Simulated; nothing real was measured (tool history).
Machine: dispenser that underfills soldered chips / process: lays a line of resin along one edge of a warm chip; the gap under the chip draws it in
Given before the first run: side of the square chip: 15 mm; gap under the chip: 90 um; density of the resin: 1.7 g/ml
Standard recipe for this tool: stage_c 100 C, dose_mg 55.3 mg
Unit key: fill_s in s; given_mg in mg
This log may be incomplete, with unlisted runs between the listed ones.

run,hour,stage_c,dose_mg,fill_s,given_mg
1,0.0,100,55.3,255.5,53.74
2,7.5,86,55.3,566.3,53.56
3,14.4,100,56.0,250.3,54.74
4,21.0,100,56.0,282.4,54.40
5,25.8,100,56.0,310.5,53.79
6,32.5,100,56.0,259.0,54.24
7,37.3,100,50.3,285.8,48.19
8,47.3,100,55.3,245.1,52.61
9,55.7,100,55.3,290.7,52.74
10,60.4,100,52.1,327.2,49.47
11,67.4,100,52.1,266.1,48.90
12,73.5,100,55.3,300.5,51.94
13,77.7,100,55.3,328.1,51.84
14,82.6,100,55.3,248.7,51.41
15,89.0,113,55.3,159.9,51.55
16,96.4,94,55.3,444.1,51.21
17,102.6,94,55.3,353.0,51.29
18,106.6,101,65.4,273.6,60.48
19,113.7,90,57.5,530.3,52.37
20,119.7,111,66.7,158.3,61.01
21,123.7,102,47.2,276.8,43.06
22,129.9,100,60.1,325.4,54.61
23,134.6,95,56.1,324.1,50.86
24,141.7,95,56.1,378.0,50.66
25,151.4,95,56.1,320.3,50.61
26,159.1,95,59.1,366.8,52.52
27,163.9,95,59.1,417.1,52.51
28,173.3,95,59.1,351.0,52.38
29,182.5,99,49.6,352.5,49.62
30,187.8,99,49.6,285.9,49.46
31,196.7,99,49.6,346.3,49.42

Not shown: 12 entries that the log had between the listed runs. Between which runs, and how does the tool's hidden state differ before and after?
From run 2 to run 3: new syringe of resin (hour 12.2)
  resin's viscosity, % of fresh resin's: 126.5 -> 104.9; dose that the valve gives, % of what is set: 97.44 -> 97.09; true chip temperature over the reading, C: -1.63 -> -1.66
  what was measured, less what the result would be without the hidden state, fill_s: +154.2 -> +29.7 s; given_mg: -1.41 -> -1.63 mg
From run 5 to run 6: new syringe of resin (hour 29.2)
  resin's viscosity, % of fresh resin's: 133.5 -> 107.7; dose that the valve gives, % of what is set: 96.45 -> 96.09; true chip temperature over the reading, C: -1.71 -> -1.74
  what was measured, less what the result would be without the hidden state, fill_s: +96.1 -> +37.8 s; given_mg: -1.98 -> -2.21 mg
From run 7 to run 8: new syringe of resin (hour 46.0)
  resin's viscosity, % of fresh resin's: 119.2 -> 102.7; dose that the valve gives, % of what is set: 95.8 -> 95.24; true chip temperature over the reading, C: -1.76 -> -1.8
  what was measured, less what the result would be without the hidden state, fill_s: +66.3 -> +26.5 s; given_mg: -2.12 -> -2.63 mg
From run 10 to run 11: new syringe of resin (hour 63.5)
  resin's viscosity, % of fresh resin's: 135.5 -> 109.6; dose that the valve gives, % of what is set: 94.5 -> 94.1; true chip temperature over the reading, C: -1.86 -> -1.89
  what was measured, less what the result would be without the hidden state, fill_s: +107.4 -> +45.7 s; given_mg: -2.88 -> -3.07 mg
From run 13 to run 14: new syringe of resin (hour 80.7)
  resin's viscosity, % of fresh resin's: 136.2 -> 104; dose that the valve gives, % of what is set: 93.48 -> 93.24; true chip temperature over the reading, C: -1.94 -> -1.96
  what was measured, less what the result would be without the hidden state, fill_s: +109.5 -> +31.9 s; given_mg: -3.62 -> -3.73 mg
From run 16 to run 17: new syringe of resin (hour 97.5)
  resin's viscosity, % of fresh resin's: 139.1 -> 109.5; dose that the valve gives, % of what is set: 92.47 -> 92.15; true chip temperature over the reading, C: -2.02 -> -2.05
  what was measured, less what the result would be without the hidden state, fill_s: +156.9 -> +63.3 s; given_mg: -4.17 -> -4.36 mg
From run 19 to run 20: new syringe of resin (hour 114.9)
  resin's viscosity, % of fresh resin's: 138.2 -> 109.5; dose that the valve gives, % of what is set: 91.49 -> 91.17; true chip temperature over the reading, C: -2.09 -> -2.12
  what was measured, less what the result would be without the hidden state, fill_s: +187.1 -> +26.9 s; given_mg: -4.88 -> -5.91 mg
From run 22 to run 23: new syringe of resin (hour 132.0)
  resin's viscosity, % of fresh resin's: 135.9 -> 104.9; dose that the valve gives, % of what is set: 90.62 -> 90.36; true chip temperature over the reading, C: -2.17 -> -2.18
  what was measured, less what the result would be without the hidden state, fill_s: +110.3 -> +48.9 s; given_mg: -5.65 -> -5.43 mg
From run 24 to run 25: new syringe of resin (hour 148.9)
  resin's viscosity, % of fresh resin's: 121.8 -> 104.9; dose that the valve gives, % of what is set: 89.98 -> 89.44; true chip temperature over the reading, C: -2.22 -> -2.26
  what was measured, less what the result would be without the hidden state, fill_s: +102.2 -> +49.9 s; given_mg: -5.63 -> -5.97 mg
From run 27 to run 28: new syringe of resin (hour 166.2)
  resin's viscosity, % of fresh resin's: 136.5 -> 115; dose that the valve gives, % of what is set: 88.74 -> 88.23; true chip temperature over the reading, C: -2.31 -> -2.35
  what was measured, less what the result would be without the hidden state, fill_s: +146.3 -> +81.5 s; given_mg: -6.66 -> -6.98 mg
From run 28 to run 29: dispensing valve cleaned and set on the balance (hour 181.6)
  resin's viscosity, % of fresh resin's: 115 -> 136.8; dose that the valve gives, % of what is set: 88.23 -> 100.15; true chip temperature over the reading, C: -2.35 -> -2.39
  what was measured, less what the result would be without the hidden state, fill_s: +81.5 -> +121.4 s; given_mg: -6.98 -> +0.08 mg
From run 29 to run 30: new syringe of resin (hour 184.1)
  resin's viscosity, % of fresh resin's: 136.8 -> 108.5; dose that the valve gives, % of what is set: 100.15 -> 99.89; true chip temperature over the reading, C: -2.39 -> -2.41
  what was measured, less what the result would be without the hidden state, fill_s: +121.4 -> +49.9 s; given_mg: +0.08 -> -0.05 mg

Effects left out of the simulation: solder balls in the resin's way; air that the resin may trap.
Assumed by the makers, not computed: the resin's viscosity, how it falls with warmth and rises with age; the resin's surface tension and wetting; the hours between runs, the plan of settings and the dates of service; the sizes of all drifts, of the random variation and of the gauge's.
